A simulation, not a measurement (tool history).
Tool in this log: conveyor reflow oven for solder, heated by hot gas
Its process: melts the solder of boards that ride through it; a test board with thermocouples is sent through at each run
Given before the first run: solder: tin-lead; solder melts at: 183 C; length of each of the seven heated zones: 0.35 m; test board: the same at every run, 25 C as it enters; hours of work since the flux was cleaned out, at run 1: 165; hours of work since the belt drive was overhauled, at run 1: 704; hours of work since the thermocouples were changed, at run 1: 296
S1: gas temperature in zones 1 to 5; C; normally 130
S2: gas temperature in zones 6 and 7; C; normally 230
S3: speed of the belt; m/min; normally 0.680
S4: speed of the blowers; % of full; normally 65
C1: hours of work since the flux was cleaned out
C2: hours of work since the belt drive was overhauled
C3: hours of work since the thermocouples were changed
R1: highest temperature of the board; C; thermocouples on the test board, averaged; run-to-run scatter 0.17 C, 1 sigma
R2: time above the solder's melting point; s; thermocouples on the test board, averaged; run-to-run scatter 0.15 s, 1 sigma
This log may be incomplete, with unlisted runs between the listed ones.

| run | hour | S1 | S2 | S3 | S4 | C1 | C2 | C3 | R1 | R2 |
|---|---|---|---|---|---|---|---|---|---|---|
| 1 | 0.0 | 130 | 230 | 0.680 | 65 | 165 | 704 | 296 | 212.7 | 41.1 |
| 2 | 29.5 | 130 | 230 | 0.680 | 65 | 178 | 717 | 309 | 212.6 | 41.3 |
| 3 | 68.2 | 130 | 230 | 0.680 | 65 | 195 | 734 | 326 | 212.6 | 41.1 |
| 4 | 94.2 | 130 | 230 | 0.680 | 65 | 206 | 745 | 338 | 212.5 | 41.1 |
| 5 | 130.4 | 130 | 230 | 0.680 | 65 | 222 | 761 | 353 | 212.1 | 40.6 |
| 6 | 170.6 | 130 | 230 | 0.680 | 65 | 240 | 779 | 371 | 212.2 | 40.6 |
| 7 | 206.5 | 130 | 230 | 0.680 | 65 | 255 | 794 | 387 | 212.0 | 40.7 |
| 8 | 237.1 | 130 | 230 | 0.776 | 65 | 269 | 808 | 400 | 206.8 | 31.5 |
| 9 | 272.1 | 130 | 230 | 0.680 | 65 | 284 | 823 | 415 | 212.0 | 40.5 |
|  | 288.9 | flux residue cleaned out of gas plates and filters |
| 10 | 299.9 | 130 | 230 | 0.680 | 65 | 5 | 833 | 425 | 209.7 | 38.4 |
| 11 | 346.0 | 130 | 230 | 0.680 | 65 | 25 | 853 | 445 | 209.6 | 38.2 |
| 12 | 392.1 | 130 | 230 | 0.680 | 65 | 45 | 873 | 466 | 209.5 | 38.0 |
| 13 | 420.6 | 130 | 230 | 0.680 | 65 | 58 | 886 | 478 | 209.3 | 37.8 |
| 14 | 450.1 | 130 | 230 | 0.680 | 65 | 70 | 899 | 491 | 209.3 | 37.8 |
| 15 | 477.6 | 130 | 230 | 0.680 | 65 | 82 | 911 | 503 | 209.0 | 37.9 |
| 16 | 524.7 | 130 | 230 | 0.680 | 83 | 103 | 931 | 524 | 212.7 | 41.5 |
|  | 562.6 | flux residue cleaned out of gas plates and filters, once more |
| 17 | 570.5 | 118 | 230 | 0.680 | 82 | 3 | 949 | 541 | 216.9 | 42.9 |
| 18 | 602.0 | 141 | 221 | 0.702 | 82 | 17 | 963 | 555 | 211.2 | 43.1 |
| 19 | 623.3 | 141 | 221 | 0.702 | 82 | 27 | 972 | 564 | 211.3 | 43.2 |
|  | 650.1 | belt drive overhauled, speed set with a stopwatch |
| 20 | 650.1 | 138 | 230 | 0.566 | 72 | 37 | 0 | 574 | 221.8 | 60.4 |
| 21 | 673.4 | 130 | 219 | 0.649 | 65 | 47 | 10 | 585 | 205.8 | 37.8 |
| 22 | 723.3 | 130 | 219 | 0.649 | 65 | 69 | 32 | 606 | 205.4 | 37.9 |
| 23 | 750.2 | 130 | 230 | 0.577 | 61 | 80 | 44 | 618 | 217.9 | 53.6 |
| 24 | 786.2 | 130 | 230 | 0.577 | 61 | 96 | 59 | 634 | 218.0 | 53.7 |
| 25 | 822.0 | 130 | 230 | 0.577 | 61 | 112 | 75 | 650 | 217.8 | 53.4 |
| 26 | 867.5 | 123 | 230 | 0.577 | 86 | 132 | 95 | 669 | 221.7 | 55.1 |
|  | 901.3 | thermocouples of zones 6 and 7 changed |
| 27 | 918.5 | 130 | 230 | 0.678 | 72 | 153 | 116 | 8 | 213.9 | 42.0 |
| 28 | 958.4 | 130 | 230 | 0.680 | 56 | 170 | 134 | 25 | 209.0 | 37.3 |
| 29 | 993.2 | 143 | 225 | 0.680 | 56 | 186 | 149 | 40 | 207.4 | 40.2 |
| 30 | 1026.5 | 143 | 225 | 0.680 | 56 | 200 | 164 | 55 | 206.9 | 39.8 |
| 31 | 1060.1 | 143 | 245 | 0.739 | 58 | 215 | 178 | 69 | 221.4 | 45.8 |
| 32 | 1110.5 | 130 | 236 | 0.556 | 60 | 237 | 200 | 91 | 221.9 | 58.1 |

Forecast each of these 3 alternatives for the next run:
| A | 1154.3 | 130 | 230 | 0.680 | 60 | 256 | 219 | 111 | ? | ? |
| B | 1154.3 | 130 | 238 | 0.803 | 60 | 256 | 219 | 111 | ? | ? |
| C | 1154.3 | 125 | 230 | 0.661 | 65 | 256 | 219 | 111 | ? | ? |

| run | R1 | R2 |
|---|---|---|
| A | 209.7 | 38.1 |
| B | 209.6 | 31.3 |
| C | 210.9 | 39.5 |
The same runs, with their run-to-run variation unchanged, on a tool lacking any hidden condition would have given:
| run | R1 | R2 |
|---|---|---|
| A | 212.0 | 40.3 |
| B | 212.6 | 33.6 |
| C | 213.3 | 41.8 |
